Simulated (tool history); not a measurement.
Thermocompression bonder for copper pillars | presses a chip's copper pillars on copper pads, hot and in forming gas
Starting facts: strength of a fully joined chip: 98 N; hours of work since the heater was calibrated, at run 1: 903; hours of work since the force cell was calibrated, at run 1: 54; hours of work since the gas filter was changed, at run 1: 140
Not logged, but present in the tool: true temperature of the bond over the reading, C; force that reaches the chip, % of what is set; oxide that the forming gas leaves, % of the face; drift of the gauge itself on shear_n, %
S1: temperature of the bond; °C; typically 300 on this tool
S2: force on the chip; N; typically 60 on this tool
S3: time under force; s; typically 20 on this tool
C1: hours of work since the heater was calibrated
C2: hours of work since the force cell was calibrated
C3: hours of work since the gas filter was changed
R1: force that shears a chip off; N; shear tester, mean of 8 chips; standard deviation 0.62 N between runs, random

run	hour	S1	S2	S3	C1	C2	C3	R1
1	0.0	300	60	20	903	54	140	47.5
2	9.8	300	60	20	911	61	147	46.9
3	21.6	300	60	20	920	70	156	47.3
4	27.7	326	60	20	924	74	161	61.6
5	39.7	326	60	20	933	83	170	61.0
6	52.7	300	60	21	943	93	179	47.3
7	60.8	300	60	21	949	99	185	48.3
# hour 68.7: heater calibrated with a thermocouple chip
8	70.5	300	60	20	1	105	191	43.2
9	80.7	300	60	20	9	113	199	41.7
10	86.4	300	60	20	13	117	203	42.5
11	93.8	300	60	20	19	123	209	42.2
12	103.0	300	60	20	26	129	216	42.2
13	112.7	300	60	20	33	137	223	42.1
14	122.0	300	60	20	40	144	230	44.3
15	133.0	300	60	20	48	152	238	43.6
16	145.8	300	60	24	58	162	248	44.8
17	153.5	300	60	24	64	167	254	46.1
18	162.5	300	60	20	70	174	260	42.6
19	169.5	300	60	20	76	179	266	41.8
20	176.5	300	87	20	81	185	271	51.5

Run 21 comes next. What will it give?
21	189.3	300	87	20	91	194	280	?

Run 21 produced R1 50.6 N.
If the tool had no hidden condition, the same run with the same run-to-run variation would have returned R1 51.5 N.
